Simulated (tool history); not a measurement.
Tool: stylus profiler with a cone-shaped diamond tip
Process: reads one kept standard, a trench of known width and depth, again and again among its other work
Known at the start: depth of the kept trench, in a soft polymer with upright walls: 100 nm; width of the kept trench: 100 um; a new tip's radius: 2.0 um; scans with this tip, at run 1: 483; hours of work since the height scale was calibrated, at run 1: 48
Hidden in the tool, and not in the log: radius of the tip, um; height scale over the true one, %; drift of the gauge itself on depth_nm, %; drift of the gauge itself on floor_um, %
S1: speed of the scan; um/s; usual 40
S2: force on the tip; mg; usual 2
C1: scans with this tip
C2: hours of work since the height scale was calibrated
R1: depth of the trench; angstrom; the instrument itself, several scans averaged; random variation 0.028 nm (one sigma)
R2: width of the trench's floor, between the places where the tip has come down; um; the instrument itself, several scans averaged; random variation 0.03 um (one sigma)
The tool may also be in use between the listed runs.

run	hour	S1	S2	C1	C2	R1	R2
1	0	40	2	483	48	1009.2	98.57
2	15.8	40	2	574	57	1009.4	98.53
3	28.8	40	2	649	64	1009.8	98.56
4	35.8	40	2	689	68	1009.2	98.56
5	46.3	40	2	750	74	1009.5	98.55
6	56.9	40	2	811	80	1009.4	98.62
7	72.9	40	2	903	90	1009.4	98.52
8	86.2	40	2	979	97	1009.2	98.55
9	97.9	40	2	1047	104	1009.5	98.56
10	112.1	75	2.92	1128	112	1011.3	98.52
11	120.9	40	2.72	1179	117	1011.2	98.52
12	133	40	2.72	1249	124	1011.1	98.53
13	142.7	54	0.72	1305	129	1005.3	98.32
14	151.8	16	1.61	1357	135	1008	98.6
15	162.1	16	1.61	1416	140	1008.4	98.56
16	174	18	0.71	1485	147	1005.4	98.56
17	188.6	38	1.4	1569	156	1007.5	98.49

4 ways to go on from here, each from the tool as it stands after run 17. What would each give?
A	204.4	26	2	1660	165	?	?
B	204.4	49	2	1660	165	?	?
C	204.4	13	1.4	1660	165	?	?
D	204.4	83	2.08	1660	165	?	?

run	R1	R2
A	1009.9	98.55
B	1009.4	98.49
C	1007	98.56
D	1009.6	98.35
Without the tool's hidden state the same runs would have given:
run	R1	R2
A	1009.5	98.65
B	1009	98.59
C	1006.6	98.66
D	1009.1	98.45
